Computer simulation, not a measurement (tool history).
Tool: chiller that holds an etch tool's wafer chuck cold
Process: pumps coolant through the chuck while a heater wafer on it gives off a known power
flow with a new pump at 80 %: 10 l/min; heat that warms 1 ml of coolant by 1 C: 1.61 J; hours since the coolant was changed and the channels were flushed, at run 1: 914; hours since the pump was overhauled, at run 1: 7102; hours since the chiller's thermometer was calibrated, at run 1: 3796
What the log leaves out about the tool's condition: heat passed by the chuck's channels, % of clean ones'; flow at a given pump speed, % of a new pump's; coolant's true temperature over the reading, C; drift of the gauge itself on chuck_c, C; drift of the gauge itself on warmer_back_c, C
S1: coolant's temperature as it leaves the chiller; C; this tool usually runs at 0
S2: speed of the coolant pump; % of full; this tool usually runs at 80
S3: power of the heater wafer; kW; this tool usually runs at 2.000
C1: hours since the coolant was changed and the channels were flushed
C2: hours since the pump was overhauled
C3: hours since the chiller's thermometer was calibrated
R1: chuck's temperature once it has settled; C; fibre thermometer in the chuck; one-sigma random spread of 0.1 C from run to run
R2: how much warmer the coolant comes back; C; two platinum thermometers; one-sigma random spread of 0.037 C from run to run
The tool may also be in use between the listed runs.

| run | hour | S1 | S2 | S3 | C1 | C2 | C3 | R1 | R2 |
|---|---|---|---|---|---|---|---|---|---|
| 1 | 0.0 | 0 | 80 | 2.000 | 914 | 7102 | 3796 | 13.3 | 7.44 |
| 2 | 93.4 | 0 | 80 | 2.000 | 1007 | 7195 | 3889 | 13.5 | 7.52 |
| 3 | 184.5 | -3 | 80 | 2.000 | 1098 | 7286 | 3980 | 10.4 | 7.52 |
| 4 | 332.7 | -3 | 80 | 2.000 | 1247 | 7434 | 4128 | 10.4 | 7.48 |
| 5 | 442.8 | -3 | 80 | 2.000 | 1357 | 7545 | 4238 | 10.1 | 7.48 |
| 6 | 636.3 | -2 | 80 | 2.000 | 1550 | 7738 | 4432 | 11.3 | 7.54 |
| 7 | 769.4 | -2 | 80 | 2.000 | 1683 | 7871 | 4565 | 11.4 | 7.49 |
|  | 841.1 | chiller's thermometer calibrated |
| 8 | 944.8 | -2 | 80 | 2.000 | 1858 | 8045 | 104 | 11.6 | 7.44 |
| 9 | 1060.4 | -2 | 80 | 2.000 | 1973 | 8161 | 219 | 11.4 | 7.43 |
| 10 | 1150.5 | -9 | 80 | 2.000 | 2063 | 8251 | 309 | 4.3 | 7.46 |
| 11 | 1369.1 | -4 | 80 | 2.000 | 2282 | 8470 | 528 | 9.5 | 7.44 |
| 12 | 1587.7 | 0 | 80 | 2.000 | 2501 | 8688 | 747 | 13.5 | 7.52 |
| 13 | 1722.5 | 0 | 80 | 2.000 | 2635 | 8823 | 881 | 13.2 | 7.51 |
| 14 | 1908.6 | 0 | 80 | 2.000 | 2821 | 9009 | 1067 | 13.3 | 7.47 |
| 15 | 2090.4 | 0 | 73 | 2.000 | 3003 | 9191 | 1249 | 14.3 | 8.24 |
| 16 | 2304.0 | 0 | 73 | 2.000 | 3217 | 9405 | 1463 | 14.3 | 8.17 |
| 17 | 2393.3 | 0 | 80 | 1.389 | 3306 | 9494 | 1552 | 9.4 | 5.19 |
| 18 | 2502.8 | 0 | 72 | 1.163 | 3416 | 9603 | 1662 | 8.5 | 4.84 |
| 19 | 2707.7 | 0 | 72 | 1.163 | 3621 | 9808 | 1867 | 8.4 | 4.88 |
| 20 | 2850.8 | 0 | 72 | 1.163 | 3764 | 9952 | 2010 | 8.5 | 4.90 |
| 21 | 3059.8 | 0 | 67 | 1.783 | 3973 | 10160 | 2219 | 13.7 | 8.06 |

Estimate the outcome of run 22 from the log above:
| 22 | 3278.7 | 0 | 71 | 1.018 | 4192 | 10379 | 2438 | ? | ? |

Run 22 produced R1 7.4 C, R2 4.33 C.
Without the tool's hidden state the same run would have given R1 7.4 C, R2 4.32 C.
